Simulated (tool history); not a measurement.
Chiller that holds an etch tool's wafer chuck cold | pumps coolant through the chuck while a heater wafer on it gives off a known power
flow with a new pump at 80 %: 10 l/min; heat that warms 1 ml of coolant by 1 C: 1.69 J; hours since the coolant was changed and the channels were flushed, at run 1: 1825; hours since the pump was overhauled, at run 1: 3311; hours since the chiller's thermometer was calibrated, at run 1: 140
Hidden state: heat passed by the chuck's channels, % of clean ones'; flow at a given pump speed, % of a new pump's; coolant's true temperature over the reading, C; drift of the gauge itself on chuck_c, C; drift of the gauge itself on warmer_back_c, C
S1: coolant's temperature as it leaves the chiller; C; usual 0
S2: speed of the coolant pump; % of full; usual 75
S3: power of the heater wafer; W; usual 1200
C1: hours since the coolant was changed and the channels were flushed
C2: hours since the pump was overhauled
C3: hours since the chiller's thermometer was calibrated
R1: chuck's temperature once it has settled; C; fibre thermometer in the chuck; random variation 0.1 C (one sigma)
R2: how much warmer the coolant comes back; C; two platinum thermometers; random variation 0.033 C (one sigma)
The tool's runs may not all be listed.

Run 1, day 0: usual settings; C1 1825; C2 3311; C3 140. Result: R1 10.8 C, R2 4.95 C.
Run 2, day 3.958: usual settings but S3 989 W; C1 1920; C2 3406; C3 235. Result: R1 9.1 C, R2 4.16 C.
Run 3, day 8.983: usual settings but S3 989 W; C1 2041; C2 3526; C3 356. Result: R1 9 C, R2 4.07 C.
Run 4, day 11.938: usual settings but S3 1275 W; C1 2112; C2 3597; C3 427. Result: R1 11.6 C, R2 5.32 C.
Run 5, day 16.417: usual settings but S3 1275 W; C1 2219; C2 3705; C3 534. Result: R1 11.7 C, R2 5.33 C.
Run 6, day 19.546: usual settings; C1 2294; C2 3780; C3 609. Result: R1 11 C, R2 4.97 C.
Run 7, day 23.312: usual settings; C1 2385; C2 3870; C3 700. Result: R1 11.1 C, R2 5.05 C.
Run 8, day 28.717: usual settings; C1 2514; C2 4000; C3 829. Result: R1 11.2 C, R2 5.02 C.
Run 9, day 33.488: usual settings; C1 2629; C2 4114; C3 944. Result: R1 11 C, R2 5.1 C.
Run 10, day 39.129: usual settings; C1 2764; C2 4250; C3 1079. Result: R1 11.1 C, R2 5.12 C.
Run 11, day 42.162: usual settings but S2 87 % of full; C1 2837; C2 4323; C3 1152. Result: R1 9.6 C, R2 4.3 C.
Run 12, day 46.75: usual settings but S2 87 % of full; C1 2947; C2 4433; C3 1262. Result: R1 9.7 C, R2 4.32 C.
Run 13, day 51.067: usual settings but S2 87 % of full; C1 3051; C2 4536; C3 1366. Result: R1 9.6 C, R2 4.32 C.
Run 14, day 54.371: usual settings but S2 87 % of full; C1 3130; C2 4616; C3 1445. Result: R1 9.9 C, R2 4.4 C.
Run 15, day 57.504: usual settings but S3 1037 W; C1 3205; C2 4691; C3 1520. Result: R1 9.8 C, R2 4.41 C.
Run 16, day 60.233: usual settings but S1 5 C, S2 92 % of full, S3 820 W; C1 3271; C2 4756; C3 1586. Result: R1 11.3 C, R2 2.78 C.
Run 17, day 63.754: usual settings but S1 5 C, S2 92 % of full, S3 820 W; C1 3355; C2 4841; C3 1670. Result: R1 11.2 C, R2 2.81 C.
Run 18, day 67.854: usual settings but S3 1744 W; C1 3454; C2 4939; C3 1769. Result: R1 16.7 C, R2 7.55 C.
Run 19, day 70.254: usual settings but S2 74 % of full; C1 3511; C2 4997; C3 1826. Result: R1 11.6 C, R2 5.33 C.
Run 20, day 73.042: usual settings but S2 74 % of full; C1 3578; C2 5064; C3 1893. Result: R1 11.5 C, R2 5.33 C.
Run 21, day 77.525: usual settings but S2 74 % of full; C1 3686; C2 5171; C3 2001. Result: R1 11.5 C, R2 5.27 C.
At day 80.017: coolant changed, channels flushed.
Run 22, day 80.058: usual settings but S1 5 C, S3 623 W; C1 1; C2 5226; C3 2056. Result: R1 10.6 C, R2 2.72 C.
Run 23, day 85.125: usual settings but S1 4 C, S3 1415 W; C1 123; C2 5348; C3 2177. Result: R1 16.9 C, R2 6.19 C.
Run 24, day 89.875: usual settings but S1 4 C, S3 1415 W; C1 237; C2 5462; C3 2291. Result: R1 17 C, R2 6.19 C.
Run 25, day 94.867: usual settings but S1 -3 C, S2 71 % of full, S3 1004 W; C1 356; C2 5581; C3 2411. Result: R1 6.6 C, R2 4.71 C.
Run 26, day 100.329: usual settings but S1 9 C, S2 69 % of full, S3 681 W; C1 487; C2 5713; C3 2542. Result: R1 15.8 C, R2 3.25 C.
Run 27, day 105.383: usual settings but S1 9 C, S2 69 % of full, S3 681 W; C1 609; C2 5834; C3 2663. Result: R1 15.5 C, R2 3.29 C.
Run 28, day 110.6: usual settings but S1 -4 C, S3 657 W; C1 734; C2 5959; C3 2789. Result: R1 2 C, R2 2.93 C.
At day 115.096: coolant pump overhauled.
Run 29, day 115.096: usual settings but S1 -4 C, S3 657 W; C1 837; C2 0; C3 2891. Result: R1 1.2 C, R2 2.46 C.

4 ways to go on from here, each from the tool as it stands after run 29. What would each give?
Run A, day 118.017: usual settings but S1 -7 C; C1 907; C2 70; C3 2962. Result: R1 ?, R2 ?.
Run B, day 118.017: usual settings but S1 3 C, S2 62 % of full, S3 1221 W; C1 907; C2 70; C3 2962. Result: R1 ?, R2 ?.
Run C, day 118.017: usual settings but S1 6 C, S2 73 % of full, S3 1453 W; C1 907; C2 70; C3 2962. Result: R1 ?, R2 ?.
Run D, day 118.017: usual settings but S1 2 C, S2 63 % of full, S3 668 W; C1 907; C2 70; C3 2962. Result: R1 ?, R2 ?.

run    R1    R2
  A   2.5  4.53
  B  14.7  5.64
  C  17.9  5.71
  D   8.3  3.09
Without the tool's hidden state the same runs would have given:
run    R1    R2
  A   2.8  4.54
  B  14.9  5.66
  C  18.1  5.72
  D   8.6   3.1

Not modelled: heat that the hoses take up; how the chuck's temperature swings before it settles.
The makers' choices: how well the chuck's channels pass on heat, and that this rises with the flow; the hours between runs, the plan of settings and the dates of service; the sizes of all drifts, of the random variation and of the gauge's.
